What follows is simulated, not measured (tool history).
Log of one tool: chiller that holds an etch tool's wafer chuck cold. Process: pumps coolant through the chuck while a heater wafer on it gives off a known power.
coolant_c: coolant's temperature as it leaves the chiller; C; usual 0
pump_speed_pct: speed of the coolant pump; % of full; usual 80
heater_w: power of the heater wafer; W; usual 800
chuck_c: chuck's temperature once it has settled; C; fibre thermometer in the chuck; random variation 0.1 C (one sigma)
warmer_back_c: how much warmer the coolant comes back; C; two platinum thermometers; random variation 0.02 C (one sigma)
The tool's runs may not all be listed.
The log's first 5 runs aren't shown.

| run | hour | coolant_c | pump_speed_pct | heater_w | chuck_c | warmer_back_c |
|---|---|---|---|---|---|---|
| 6 | 433.9 | 0 | 80 | 1068 | 10.4 | 3.19 |
| 7 | 504.1 | -9 | 80 | 800 | -0.9 | 2.39 |
| 8 | 604.3 | 1 | 80 | 800 | 9 | 2.35 |
| 9 | 682.2 | 1 | 80 | 800 | 8.9 | 2.42 |
| 10 | 788.9 | 0 | 80 | 800 | 8.2 | 2.4 |
| 11 | 901.5 | 0 | 80 | 800 | 8.1 | 2.41 |
| 12 | 966.2 | -10 | 80 | 800 | -2 | 2.42 |
| 13 | 1057.5 | 0 | 79 | 800 | 8 | 2.43 |
| 14 | 1160.1 | -7 | 80 | 800 | 1.2 | 2.43 |
| 15 | 1260.6 | 0 | 80 | 1101 | 11.2 | 3.33 |
| 16 | 1353 | 0 | 80 | 1101 | 11 | 3.37 |
| 17 | 1415.1 | 0 | 80 | 1101 | 11 | 3.38 |
| 18 | 1490.8 | 0 | 69 | 448 | 5.3 | 1.59 |
| 19 | 1582.7 | -3 | 66 | 640 | 4.6 | 2.38 |
| 20 | 1694.5 | -7 | 72 | 640 | 0.1 | 2.16 |
| 21 | 1742.5 | 0 | 89 | 1044 | 9.8 | 2.83 |

Run 22 comes next. What will it give?
| 22 | 1848.3 | 0 | 62 | 1044 | ? | ? |

chuck_c: 12.6 C
warmer_back_c: 4.09 C
Without the tool's hidden state the same run would have given chuck_c 11.2 C, warmer_back_c 3.95 C.

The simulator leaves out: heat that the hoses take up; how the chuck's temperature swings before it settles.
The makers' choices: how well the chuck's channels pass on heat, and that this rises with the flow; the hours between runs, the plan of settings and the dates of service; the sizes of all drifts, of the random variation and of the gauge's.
